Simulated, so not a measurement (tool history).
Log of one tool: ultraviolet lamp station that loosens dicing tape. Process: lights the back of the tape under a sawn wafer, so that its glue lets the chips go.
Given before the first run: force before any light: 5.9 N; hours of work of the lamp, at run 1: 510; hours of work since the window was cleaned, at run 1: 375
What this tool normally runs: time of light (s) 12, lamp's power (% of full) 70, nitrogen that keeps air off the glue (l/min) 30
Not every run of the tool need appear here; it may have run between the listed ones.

| run | hour | time of light (s) | lamp's power (% of full) | nitrogen that keeps air off the glue (l/min) | hours of work of the lamp | hours of work since the window was cleaned | force that peels the tape off (N) | light that reached the tape (mJ/cm2) |
|---|---|---|---|---|---|---|---|---|
| 1 | 0 | 12 | 70 | 30 | 510 | 375 | 1.25 | 167 |
| 2 | 16.7 | 12 | 70 | 30 | 520 | 386 | 1.209 | 170 |
| 3 | 26.8 | 12 | 70 | 30 | 527 | 392 | 1.223 | 166 |
| 4 | 45.4 | 12 | 70 | 30 | 538 | 404 | 1.231 | 168 |
| 5 | 54.9 | 12 | 70 | 30 | 544 | 410 | 1.274 | 172 |
| 6 | 67.8 | 12 | 70 | 28 | 552 | 418 | 1.298 | 166 |
| 7 | 77.1 | 12 | 70 | 28 | 558 | 424 | 1.27 | 170 |
| 8 | 89.3 | 12 | 70 | 28 | 566 | 432 | 1.316 | 163 |
| 9 | 106.4 | 12 | 70 | 28 | 577 | 442 | 1.284 | 165 |
| 10 | 123 | 12 | 70 | 28 | 587 | 453 | 1.317 | 164 |
| 11 | 142.9 | 12 | 70 | 28 | 600 | 465 | 1.292 | 162 |
| 12 | 158.8 | 12 | 70 | 20 | 610 | 475 | 1.562 | 163 |
| 13 | 175.2 | 12 | 70 | 20 | 620 | 485 | 1.576 | 160 |
| 14 | 192.3 | 12 | 70 | 20 | 631 | 496 | 1.608 | 164 |
| 15 | 208.8 | 12 | 70 | 20 | 641 | 506 | 1.555 | 163 |
| 16 | 219.6 | 6 | 70 | 30 | 648 | 513 | 2.73 | 81 |
| 17 | 228.4 | 6 | 70 | 30 | 653 | 519 | 2.667 | 82 |
| 18 | 240.1 | 6 | 75 | 30 | 661 | 526 | 2.591 | 87 |
|  | 241.6 | window cleaned of glue's vapour |
| 19 | 256 | 6 | 75 | 30 | 670 | 9 | 2.425 | 90 |
| 20 | 273.2 | 6 | 75 | 21 | 681 | 20 | 2.686 | 85 |
| 21 | 293.1 | 6 | 75 | 21 | 694 | 32 | 2.667 | 91 |
| 22 | 309.5 | 11 | 61 | 21 | 704 | 43 | 1.858 | 136 |
| 23 | 323.3 | 10 | 64 | 36 | 712 | 51 | 1.601 | 125 |
| 24 | 341.3 | 13 | 79 | 23 | 724 | 63 | 1.06 | 203 |
| 25 | 353.7 | 13 | 79 | 23 | 732 | 70 | 1.043 | 201 |
| 26 | 374.2 | 20 | 66 | 12 | 744 | 83 | 1.071 | 259 |
| 27 | 390.9 | 11 | 70 | 9 | 755 | 94 | 2.262 | 147 |

How the hidden state differs across the entries between the runs, from the last listed run before each to the first after it:
In the gap between runs 18 and 19: window cleaned of glue's vapour (hour 241.6)
  lamp's light, % of a new lamp's: 82.6 -> 82.4; light that the window lets through, % of a clean one's: 93.1 -> 99.5
  difference, measured minus the result without the unlogged condition, force that peels the tape off (N): +0.546 -> +0.407; light that reached the tape (mJ/cm2): -26 -> -20

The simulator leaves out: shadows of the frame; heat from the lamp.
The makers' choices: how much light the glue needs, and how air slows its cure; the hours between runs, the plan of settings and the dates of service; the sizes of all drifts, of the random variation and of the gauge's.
